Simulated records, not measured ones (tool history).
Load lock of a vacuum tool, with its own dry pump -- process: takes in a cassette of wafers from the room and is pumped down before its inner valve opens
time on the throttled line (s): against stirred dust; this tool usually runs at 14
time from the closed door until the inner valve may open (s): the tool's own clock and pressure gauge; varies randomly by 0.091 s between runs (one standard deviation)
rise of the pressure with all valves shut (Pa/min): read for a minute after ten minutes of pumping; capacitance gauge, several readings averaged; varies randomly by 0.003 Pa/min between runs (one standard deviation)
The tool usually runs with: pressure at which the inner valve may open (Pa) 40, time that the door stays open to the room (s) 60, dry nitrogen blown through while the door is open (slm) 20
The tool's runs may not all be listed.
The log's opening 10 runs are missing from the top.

| run | day | time on the throttled line (s) | pressure at which the inner valve may open (Pa) | time that the door stays open to the room (s) | dry nitrogen blown through while the door is open (slm) | hours that the pump has run since its overhaul | times that the door has closed on its seal | incoming humidity of the room's air, % | time from the closed door until the inner valve may open (s) | rise of the pressure with all valves shut (Pa/min) |
|---|---|---|---|---|---|---|---|---|---|---|
| 11 | 192.992 | 14 | 79 | 60 | 20 | 11646 | 35661 | 40.1 | 22.06 | 0.040 |
| 12 | 205.612 | 14 | 79 | 60 | 20 | 11949 | 36774 | 45.3 | 22.02 | 0.041 |
| 13 | 231.012 | 7 | 79 | 60 | 20 | 12558 | 39014 | 46.8 | 16.68 | 0.037 |
| 14 | 253.167 | 14 | 40 | 60 | 5 | 13090 | 40967 | 46.1 | 23.08 | 0.051 |
| 15 | 283.800 | 14 | 40 | 60 | 5 | 13825 | 43668 | 44.1 | 23.22 | 0.046 |
| 16 | 301.458 | 14 | 40 | 60 | 5 | 14249 | 45225 | 48.6 | 23.23 | 0.052 |
|  | 314.971 | dry pump taken out, an overhauled one fitted |
| 17 | 314.971 | 14 | 56 | 60 | 20 | 0 | 46395 | 43.0 | 22.60 | 0.038 |
| 18 | 332.388 | 14 | 56 | 60 | 20 | 418 | 47930 | 48.2 | 22.62 | 0.037 |
| 19 | 354.342 | 14 | 56 | 60 | 20 | 945 | 49866 | 44.7 | 22.68 | 0.042 |
| 20 | 375.038 | 9 | 62 | 60 | 20 | 1442 | 51691 | 45.1 | 18.69 | 0.040 |
| 21 | 405.083 | 9 | 62 | 60 | 20 | 2163 | 54340 | 46.4 | 18.73 | 0.039 |
| 22 | 423.196 | 14 | 45 | 29 | 20 | 2597 | 55937 | 42.0 | 23.08 | 0.022 |
| 23 | 447.392 | 14 | 45 | 29 | 20 | 3178 | 58071 | 46.7 | 23.10 | 0.028 |
| 24 | 464.354 | 17 | 34 | 177 | 43 | 3585 | 59567 | 41.5 | 25.72 | 0.060 |
| 25 | 494.408 | 17 | 34 | 177 | 43 | 4306 | 62217 | 42.7 | 25.47 | 0.053 |
| 26 | 509.138 | 17 | 37 | 67 | 43 | 4660 | 63515 | 48.4 | 25.54 | 0.045 |
| 27 | 536.171 | 14 | 40 | 60 | 5 | 5309 | 65899 | 47.0 | 23.18 | 0.051 |
|  | 552.821 | door's seal changed, seat wiped |
| 28 | 552.821 | 23 | 30 | 189 | 26 | 5707 | 0 | 43.5 | 30.41 | 0.068 |
| 29 | 570.375 | 17 | 40 | 60 | 20 | 6128 | 1548 | 45.0 | 25.48 | 0.040 |
| 30 | 598.421 | 17 | 70 | 50 | 20 | 6801 | 4020 | 47.4 | 24.50 | 0.042 |
| 31 | 625.162 | 17 | 70 | 50 | 20 | 7443 | 6378 | 47.2 | 24.49 | 0.035 |
| 32 | 644.554 | 10 | 41 | 60 | 37 | 7908 | 8088 | 41.0 | 20.13 | 0.030 |
| 33 | 661.542 | 10 | 40 | 106 | 22 | 8316 | 9586 | 43.3 | 20.27 | 0.052 |
| 34 | 679.867 | 24 | 29 | 94 | 8 | 8756 | 11202 | 44.9 | 31.22 | 0.064 |

The next listed run, before its measurement:
| 35 | 704.175 | 24 | 45 | 94 | 8 | 9339 | 13345 | 42.1 | ? | ? |

time from the closed door until the inner valve may open (s): 30.27
rise of the pressure with all valves shut (Pa/min): 0.059
With no hidden state in the tool, this same run would have given time from the closed door until the inner valve may open (s) 30.27, rise of the pressure with all valves shut (Pa/min) 0.059.
